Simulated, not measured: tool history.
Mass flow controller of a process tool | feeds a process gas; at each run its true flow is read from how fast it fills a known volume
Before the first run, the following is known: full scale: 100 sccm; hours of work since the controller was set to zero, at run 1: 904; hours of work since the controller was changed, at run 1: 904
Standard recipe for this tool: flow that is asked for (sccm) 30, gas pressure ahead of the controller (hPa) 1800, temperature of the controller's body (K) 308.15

| run | hour | flow that is asked for (sccm) | gas pressure ahead of the controller (hPa) | temperature of the controller's body (K) | hours of work since the controller was set to zero | hours of work since the controller was changed | true flow (%) |
|---|---|---|---|---|---|---|---|
| 1 | 0 | 30 | 1800 | 308.15 | 904 | 904 | 97.31 |
| 2 | 55.1 | 24 | 1800 | 308.15 | 928 | 928 | 97.01 |
| 3 | 96.7 | 24 | 1800 | 308.15 | 946 | 946 | 97.02 |
| 4 | 139.3 | 30 | 1800 | 308.15 | 965 | 965 | 97 |
| 5 | 204.4 | 30 | 1800 | 308.15 | 993 | 993 | 97 |
| 6 | 264.5 | 30 | 1800 | 308.15 | 1020 | 1020 | 96.88 |
| 7 | 356.1 | 22 | 1800 | 308.15 | 1060 | 1060 | 96.62 |
| 8 | 442.8 | 22 | 1800 | 305.15 | 1098 | 1098 | 96.65 |
| 9 | 521 | 22 | 1800 | 305.15 | 1133 | 1133 | 96.55 |
| 10 | 583.7 | 30 | 1590 | 306.15 | 1160 | 1160 | 96.68 |
| 11 | 668.9 | 30 | 1590 | 306.15 | 1198 | 1198 | 96.49 |
| 12 | 735.7 | 40 | 2540 | 305.15 | 1227 | 1227 | 96.94 |

Estimate the outcome of run 13 from the log above:
| 13 | 804 | 31 | 1800 | 312.15 | 1257 | 1257 | ? |

For run 13 the tool returned true flow (%) 95.93.
Minus the tool's unlogged condition, the same run would have read true flow (%) 96.92.

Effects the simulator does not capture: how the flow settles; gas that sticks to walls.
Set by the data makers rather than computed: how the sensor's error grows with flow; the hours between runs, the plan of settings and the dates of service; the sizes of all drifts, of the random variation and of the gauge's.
